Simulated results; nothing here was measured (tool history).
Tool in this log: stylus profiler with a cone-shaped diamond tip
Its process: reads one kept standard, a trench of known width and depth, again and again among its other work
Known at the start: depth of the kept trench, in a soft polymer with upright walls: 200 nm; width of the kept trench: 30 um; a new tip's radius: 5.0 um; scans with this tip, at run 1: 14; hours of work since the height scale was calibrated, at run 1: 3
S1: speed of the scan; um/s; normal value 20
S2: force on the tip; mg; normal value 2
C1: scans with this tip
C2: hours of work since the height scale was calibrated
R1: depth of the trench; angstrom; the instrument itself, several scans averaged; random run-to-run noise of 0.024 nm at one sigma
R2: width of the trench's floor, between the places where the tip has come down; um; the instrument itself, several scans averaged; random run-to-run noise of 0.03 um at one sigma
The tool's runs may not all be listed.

run,day,S1,S2,C1,C2,R1,R2
1,0,20,2,14,3,2019.8,27.13
2,1.038,20,1.47,91,21,2016.2,27.1
3,2.188,20,1.47,177,41,2016.4,27.18
4,3.096,20,1.47,245,57,2016.5,27.06
5,3.958,20,1.47,309,72,2016.6,27.11
6,4.729,20,1.47,367,85,2016.1,27.13
# day 4.862: height scale calibrated on a step standard
7,5.5,12,1.47,423,11,2016.4,27.12
8,6.429,57,5.44,492,27,2038.1,27.01
9,7.775,57,5.44,592,50,2038.3,27.03

The next listed run, before its measurement:
10,9.221,57,5.44,700,75,?,?

{"run 10": {"R1": 2038.2, "R2": 27.05}}
The same run, on a tool lacking any hidden state, would have yielded R1 2037.2 angstrom, R2 27.09 um.
